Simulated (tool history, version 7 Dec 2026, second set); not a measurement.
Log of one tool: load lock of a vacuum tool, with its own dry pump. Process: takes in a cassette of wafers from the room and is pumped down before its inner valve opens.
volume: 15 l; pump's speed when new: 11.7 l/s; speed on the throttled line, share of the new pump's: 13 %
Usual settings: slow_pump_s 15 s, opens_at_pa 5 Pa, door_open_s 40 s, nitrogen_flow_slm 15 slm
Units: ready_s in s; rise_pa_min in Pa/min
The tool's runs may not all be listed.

run,hour,slow_pump_s,opens_at_pa,door_open_s,nitrogen_flow_slm,"incoming humidity of the room's air, %",ready_s,rise_pa_min
1,0,15,5,40,15,44.7,28.3,0.084
2,76.8,15,5,184,15,46.4,28.4,0.147
3,216.2,15,5,184,15,44.2,29,0.145
4,335.5,15,5,184,15,49.6,28.8,0.153
5,451.7,15,5,40,15,44.2,28.1,0.088
6,578.4,15,6,40,15,44.5,27.7,0.096
7,640.3,15,6,40,15,43.3,28.6,0.09
8,754.7,15,6,40,15,45.8,28.4,0.098
9,886.9,15,6,40,15,46.4,28.2,0.099
10,986.2,10,6,40,15,44.4,24.5,0.096
11,1114,10,5,40,15,42.1,24.6,0.102
12,1200,21,5,40,15,48.4,33.9,0.101
13,1302.5,15,5,190,10,43.5,29.2,0.171
14,1391.4,15,5,40,10,43.5,29.2,0.105
15,1505.2,15,5,37,35,43.4,28.8,0.101
16,1573.2,15,5,128,15,42.9,29.1,0.144
17,1720.9,15,5,128,15,41.2,28.9,0.143
18,1828.4,15,5,128,15,43.7,28.9,0.151

Forecast run 19:
19,1903.7,12,9,40,15,47.9,?,?

{"run 19": {"ready_s": 25.7, "rise_pa_min": 0.114}}
Without the tool's hidden state the same run would have given ready_s 22.6 s, rise_pa_min 0.032 Pa/min.
